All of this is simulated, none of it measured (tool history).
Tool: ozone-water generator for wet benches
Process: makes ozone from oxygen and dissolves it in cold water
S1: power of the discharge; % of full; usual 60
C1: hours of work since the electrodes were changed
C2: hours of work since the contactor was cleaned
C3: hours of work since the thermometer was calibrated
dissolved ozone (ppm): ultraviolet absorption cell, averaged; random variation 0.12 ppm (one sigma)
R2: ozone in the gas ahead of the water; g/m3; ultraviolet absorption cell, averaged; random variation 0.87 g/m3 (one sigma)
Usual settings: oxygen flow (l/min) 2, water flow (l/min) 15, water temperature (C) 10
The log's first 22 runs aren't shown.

Run 23, hour 1847.3: usual settings but S1 53 % of full, oxygen flow (l/min) 1.82, water flow (l/min) 11, water temperature (C) 5; C1 4193; C2 3839; C3 921. Result: dissolved ozone (ppm) 12.9, R2 136.9 g/m3.
Run 24, hour 1928.2: usual settings but oxygen flow (l/min) 1.22, water flow (l/min) 16, water temperature (C) 8; C1 4269; C2 3915; C3 998. Result: dissolved ozone (ppm) 8.7, R2 184.8 g/m3.
Run 25, hour 1978.3: usual settings but oxygen flow (l/min) 1.22, water flow (l/min) 16, water temperature (C) 8; C1 4317; C2 3963; C3 1045. Result: dissolved ozone (ppm) 8.7, R2 185.3 g/m3.
Run 26, hour 2050.7: usual settings but S1 53 % of full, oxygen flow (l/min) 1.41, water flow (l/min) 13, water temperature (C) 8; C1 4385; C2 4031; C3 1113. Result: dissolved ozone (ppm) 10.2, R2 158.9 g/m3.
Run 27, hour 2140: usual settings but S1 53 % of full, oxygen flow (l/min) 1.72, water flow (l/min) 18, water temperature (C) 8; C1 4470; C2 4115; C3 1198. Result: dissolved ozone (ppm) 7.8, R2 138.7 g/m3.
Run 28, hour 2216.3: usual settings but S1 79 % of full, oxygen flow (l/min) 3.15, water flow (l/min) 10, water temperature (C) 6; C1 4542; C2 4188; C3 1270. Result: dissolved ozone (ppm) 17.4, R2 118.1 g/m3.
Run 29, hour 2272.2: usual settings but S1 42 % of full, oxygen flow (l/min) 1.23, water flow (l/min) 13; C1 4595; C2 4240; C3 1323. Result: dissolved ozone (ppm) 8.9, R2 153.2 g/m3.
Run 30, hour 2372.6: usual settings but S1 53 % of full, oxygen flow (l/min) 2.47, water flow (l/min) 21, water temperature (C) 6; C1 4690; C2 4335; C3 1418. Result: dissolved ozone (ppm) 7.4, R2 111.3 g/m3.
Run 31, hour 2455.1: usual settings but S1 51 % of full, oxygen flow (l/min) 1.78, water flow (l/min) 14, water temperature (C) 8; C1 4767; C2 4413; C3 1496. Result: dissolved ozone (ppm) 9.7, R2 135 g/m3.
Run 32, hour 2563.1: usual settings but water flow (l/min) 19; C1 4870; C2 4515; C3 1598. Result: dissolved ozone (ppm) 7.7, R2 135.7 g/m3.
Run 33, hour 2616.2: usual settings but oxygen flow (l/min) 3.17; C1 4920; C2 4566; C3 1648. Result: dissolved ozone (ppm) 10.4, R2 102.8 g/m3.
At hour 2687.2: contactor cleaned.
Run 34, hour 2687.2: usual settings but oxygen flow (l/min) 1.8, water flow (l/min) 18; C1 4983; C2 0; C3 1711. Result: dissolved ozone (ppm) 8.4, R2 144.7 g/m3.

Forecast each of these 3 alternatives for the next run:
Run A, hour 2770.1: usual settings but water flow (l/min) 10, water temperature (C) 7; C1 5061; C2 78; C3 1790. Result: dissolved ozone (ppm) ?, R2 ?.
Run B, hour 2770.1: usual settings but oxygen flow (l/min) 2.24, water flow (l/min) 13, water temperature (C) 8; C1 5061; C2 78; C3 1790. Result: dissolved ozone (ppm) ?, R2 ?.
Run C, hour 2770.1: usual settings but S1 40 % of full, oxygen flow (l/min) 2.28, water flow (l/min) 18, water temperature (C) 8; C1 5061; C2 78; C3 1790. Result: dissolved ozone (ppm) ?, R2 ?.

run  dissolved ozone (ppm)     R2
  A                   15.2  134.4
  B                   12.2  124.9
  C                    7.4  102.4
Without the tool's hidden state the same runs would have given:
run  dissolved ozone (ppm)     R2
  A                     16    141
  B                   12.9    131
  C                    7.7  106.2
